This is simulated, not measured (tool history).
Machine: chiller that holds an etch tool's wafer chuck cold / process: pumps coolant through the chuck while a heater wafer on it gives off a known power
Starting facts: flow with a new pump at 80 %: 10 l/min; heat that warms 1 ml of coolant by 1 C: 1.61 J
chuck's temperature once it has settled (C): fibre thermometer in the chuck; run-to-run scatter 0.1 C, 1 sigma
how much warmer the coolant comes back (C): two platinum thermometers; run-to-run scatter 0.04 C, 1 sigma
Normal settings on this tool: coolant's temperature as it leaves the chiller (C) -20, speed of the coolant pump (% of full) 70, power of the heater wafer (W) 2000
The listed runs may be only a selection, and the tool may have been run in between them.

run	day	coolant's temperature as it leaves the chiller (C)	speed of the coolant pump (% of full)	power of the heater wafer (W)	chuck's temperature once it has settled (C)	how much warmer the coolant comes back (C)
1	0	-20	70	2000	4.6	9.19
2	2.117	-20	70	2000	4.8	9.18
3	3.683	-20	70	1265	-4.1	5.86
4	5.117	-20	70	1265	-4	5.85
5	7.583	-20	70	1265	-4	5.77
# day 9.179: coolant changed, channels flushed
6	10.454	-20	62	2000	4.9	10.6
7	11.975	-20	62	2000	5	10.56
8	15.088	-20	70	2000	3	9.27
9	17.296	-20	70	2000	2.9	9.24
# day 18.121: chiller's thermometer calibrated
10	19.75	-20	70	2000	1.7	9.24
11	21.95	-21	70	2000	0.9	9.3
12	24.592	-20	70	1601	-2.3	7.54
13	27.596	-20	70	1601	-2.1	7.48
14	30.012	-18	70	1601	-0.3	7.51
15	31.675	-24	70	1601	-6.1	7.51
16	33.733	-20	75	2000	1.2	8.69
17	36.462	-29	84	1410	-15.6	5.37
18	38.108	-29	87	1410	-15.9	5.23
19	40.317	-20	70	1258	-5.8	5.89
20	41.746	-26	70	2000	-3.6	9.39
21	43.608	-26	74	2000	-4.7	8.86
22	46.246	-26	74	2000	-4.4	8.91
23	48.675	-26	74	1207	-13	5.38
24	51.229	-20	70	1000	-8.5	4.76
25	53.012	-20	60	1028	-6.5	5.86
26	55.346	-20	70	1110	-7.2	5.21
27	57.617	-20	70	1110	-7.2	5.31
28	60.104	-30	91	1309	-18	4.62
29	62.35	-27	72	1591	-9.1	7.4

Run 30 comes next. What will it give?
30	64.921	-27	72	1591	?	?

For run 30 the tool returned chuck's temperature once it has settled (C) -9, how much warmer the coolant comes back (C) 7.34.
On a tool with no hidden condition, and with the same random variation, this run would have come out at chuck's temperature once it has settled (C) -11, how much warmer the coolant comes back (C) 6.65.
